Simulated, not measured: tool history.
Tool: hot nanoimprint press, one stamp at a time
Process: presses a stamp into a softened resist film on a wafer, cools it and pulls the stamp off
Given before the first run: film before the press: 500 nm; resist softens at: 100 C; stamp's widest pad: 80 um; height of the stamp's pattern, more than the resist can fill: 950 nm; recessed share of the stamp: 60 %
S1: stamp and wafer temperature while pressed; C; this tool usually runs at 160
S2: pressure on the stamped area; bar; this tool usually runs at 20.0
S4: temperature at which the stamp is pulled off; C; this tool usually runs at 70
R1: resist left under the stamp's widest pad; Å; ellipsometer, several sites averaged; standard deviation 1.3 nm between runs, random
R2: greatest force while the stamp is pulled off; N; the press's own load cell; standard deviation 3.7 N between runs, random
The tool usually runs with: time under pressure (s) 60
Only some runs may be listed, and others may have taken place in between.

Run 1, hour 0.0: usual settings. Result: R1 2936 Å, R2 223 N.
Run 2, hour 15.9: usual settings. Result: R1 2945 Å, R2 228 N.
Run 3, hour 29.9: usual settings. Result: R1 2941 Å, R2 229 N.
At hour 35.7: plate thermocouple calibrated.
Run 4, hour 45.5: usual settings. Result: R1 3029 Å, R2 230 N.
Run 5, hour 55.8: usual settings. Result: R1 3043 Å, R2 232 N.
Run 6, hour 69.5: usual settings. Result: R1 3038 Å, R2 235 N.
At hour 73.8: plate thermocouple calibrated, once more.
Run 7, hour 88.5: usual settings. Result: R1 2865 Å, R2 226 N.
Run 8, hour 106.9: usual settings. Result: R1 2879 Å, R2 228 N.
Run 9, hour 123.7: usual settings. Result: R1 2859 Å, R2 230 N.
Run 10, hour 139.1: usual settings but S4 77 C. Result: R1 2848 Å, R2 203 N.
Run 11, hour 157.1: usual settings. Result: R1 2885 Å, R2 237 N.
Run 12, hour 166.1: usual settings but S1 161 C. Result: R1 2732 Å, R2 234 N.
Run 13, hour 175.0: usual settings but S1 161 C, S4 55 C. Result: R1 2754 Å, R2 300 N.
Run 14, hour 191.1: usual settings but S1 161 C, S4 55 C. Result: R1 2752 Å, R2 299 N.
Run 15, hour 200.3: usual settings. Result: R1 2869 Å, R2 233 N.
Run 16, hour 214.3: usual settings but S1 165 C, S2 13.7 bar, S4 56 C. Result: R1 2714 Å, R2 308 N.
Run 17, hour 227.5: usual settings but S1 165 C, S2 13.7 bar, S4 56 C. Result: R1 2692 Å, R2 311 N.
Run 18, hour 236.2: usual settings but S1 165 C, S2 15.9 bar, time under pressure (s) 77, S4 71 C. Result: R1 2300 Å, R2 236 N.
At hour 245.9: stamp cleaned and given a new release coat.
Run 19, hour 260.3: usual settings but S1 165 C, S2 15.9 bar, time under pressure (s) 77, S4 58 C. Result: R1 2340 Å, R2 267 N.
Run 20, hour 269.5: usual settings but S1 165 C, S2 15.9 bar, time under pressure (s) 77, S4 58 C. Result: R1 2330 Å, R2 267 N.
Run 21, hour 282.6: usual settings but S1 165 C, S2 29.9 bar, time under pressure (s) 77, S4 57 C. Result: R1 1693 Å, R2 263 N.
Run 22, hour 302.5: usual settings but S1 171 C, S2 14.3 bar, time under pressure (s) 37. Result: R1 2443 Å, R2 220 N.
Run 23, hour 313.0: usual settings but S1 171 C, S2 14.3 bar, time under pressure (s) 37. Result: R1 2406 Å, R2 218 N.
Run 24, hour 327.0: usual settings but time under pressure (s) 67. Result: R1 2784 Å, R2 218 N.
Run 25, hour 336.2: usual settings but time under pressure (s) 67. Result: R1 2793 Å, R2 220 N.
Run 26, hour 347.9: usual settings but S1 148 C, S2 19.7 bar. Result: R1 4359 Å, R2 222 N.
Run 27, hour 366.7: usual settings but S1 148 C, S2 19.7 bar. Result: R1 4389 Å, R2 215 N.
Run 28, hour 379.5: usual settings but S1 148 C, S2 19.7 bar. Result: R1 4364 Å, R2 223 N.
Run 29, hour 391.9: usual settings but S2 31.9 bar, time under pressure (s) 70. Result: R1 2237 Å, R2 228 N.

Forecast each of these 4 alternatives for the next run:
Run A, hour 411.3: usual settings but time under pressure (s) 38. Result: R1 ?, R2 ?.
Run B, hour 411.3: usual settings but S2 31.9 bar, time under pressure (s) 46. Result: R1 ?, R2 ?.
Run C, hour 411.3: usual settings but S2 12.2 bar, time under pressure (s) 90. Result: R1 ?, R2 ?.
Run D, hour 411.3: usual settings but S1 166 C, S2 31.9 bar, time under pressure (s) 70, S4 75 C. Result: R1 ?, R2 ?.

run    R1   R2
  A  3300  225
  B  2593  227
  C  3123  223
  D  1622  201
Had the tool no hidden state, the same runs would have come out as:
run    R1   R2
  A  3244  212
  B  2527  214
  C  3074  210
  D  1577  189
